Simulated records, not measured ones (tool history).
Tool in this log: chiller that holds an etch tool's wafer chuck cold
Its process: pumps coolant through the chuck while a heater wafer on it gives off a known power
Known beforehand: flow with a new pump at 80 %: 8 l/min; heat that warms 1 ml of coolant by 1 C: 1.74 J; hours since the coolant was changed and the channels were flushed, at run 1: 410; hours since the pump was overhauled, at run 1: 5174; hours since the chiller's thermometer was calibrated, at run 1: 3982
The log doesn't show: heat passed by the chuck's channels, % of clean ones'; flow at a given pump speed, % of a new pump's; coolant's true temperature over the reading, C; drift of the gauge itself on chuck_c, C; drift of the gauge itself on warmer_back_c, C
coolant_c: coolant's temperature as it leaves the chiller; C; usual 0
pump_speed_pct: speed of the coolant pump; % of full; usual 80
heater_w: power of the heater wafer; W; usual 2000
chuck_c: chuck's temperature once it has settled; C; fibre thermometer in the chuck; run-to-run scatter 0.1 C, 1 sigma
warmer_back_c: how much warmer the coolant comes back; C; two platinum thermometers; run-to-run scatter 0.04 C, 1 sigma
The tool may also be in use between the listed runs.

run,hour,coolant_c,pump_speed_pct,heater_w,hours since the coolant was changed and the channels were flushed,hours since the pump was overhauled,hours since the chiller's thermometer was calibrated,chuck_c,warmer_back_c
1,0,0,80,2000,410,5174,3982,20.3,8.66
2,106.1,0,80,2000,516,5280,4088,20.5,8.64
3,206.7,0,84,2000,616,5381,4189,19.4,8.2
4,315.3,1,84,2000,725,5489,4298,20.5,8.15
5,481.9,1,84,2000,892,5656,4464,20.6,8.15
6,624.2,0,80,2000,1034,5798,4606,20.6,8.69
7,756.1,0,80,2000,1166,5930,4738,20.5,8.56
8,933.3,0,80,2000,1343,6107,4916,20.5,8.61
9,1052.4,0,80,2000,1462,6226,5035,20.5,8.63
# hour 1171.5: chiller's thermometer calibrated
10,1171.8,0,80,1890,1581,6345,0,19.5,8.16
11,1314.9,5,80,1890,1724,6488,143,24.4,8.13
12,1409.4,5,80,1890,1818,6582,238,24.4,8.1
13,1569.7,-1,80,2000,1978,6743,398,19.4,8.66
14,1703.6,0,71,2000,2112,6877,532,23.2,9.98
15,1797.3,0,80,2000,2206,6970,626,20.6,8.64
16,1972.7,0,80,2000,2381,7146,801,20.6,8.59
17,2118.3,0,65,2748,2527,7291,947,34.8,14.94
18,2263.6,0,61,2341,2672,7437,1092,31.8,13.71
19,2378.8,0,78,2996,2788,7552,1207,31.5,13.26
20,2509,3,99,2391,2918,7682,1337,22.8,8.08
21,2650.8,0,72,1342,3060,7824,1479,15.3,6.59
22,2820.5,-7,91,2000,3229,7993,1649,11.1,7.47
23,2932.2,-3,80,2285,3341,8105,1761,20.5,9.93
24,3096,-3,80,2285,3505,8269,1924,20.5,9.89
25,3174.2,-3,80,2285,3583,8347,2003,20.5,9.89
26,3334,-9,70,2000,3743,8507,2162,14.5,10.07
27,3481.6,-8,62,1589,3890,8655,2310,13.2,9.13
28,3568.6,-8,61,1690,3977,8742,2397,14.7,9.88
29,3713.3,-5,80,2000,4122,8886,2542,15.5,8.6
30,3834.2,-5,80,2000,4243,9007,2663,15.5,8.65
31,3933.6,6,84,1831,4342,9107,2762,23.9,7.43

Consider 3 possible next runs. They are alternatives, not a sequence: every one starts from the tool as it was left by run 31. What does each give?
# hour 3966.6: coolant pump overhauled
A,4027.5,-10,85,2710,4431,61,2851,?,?
# hour 3966.6: coolant pump overhauled
B,4027.5,6,84,1194,4431,61,2851,?,?
# hour 3966.6: coolant pump overhauled
C,4027.5,0,94,2025,4431,61,2851,?,?

run,chuck_c,warmer_back_c
A,15.9,11.04
B,17.6,4.98
C,17.7,7.29
Take away the tool's hidden state, keep each run's random variation, and the runs would have read:
run,chuck_c,warmer_back_c
A,15.9,11.04
B,17.5,4.98
C,17.7,7.29
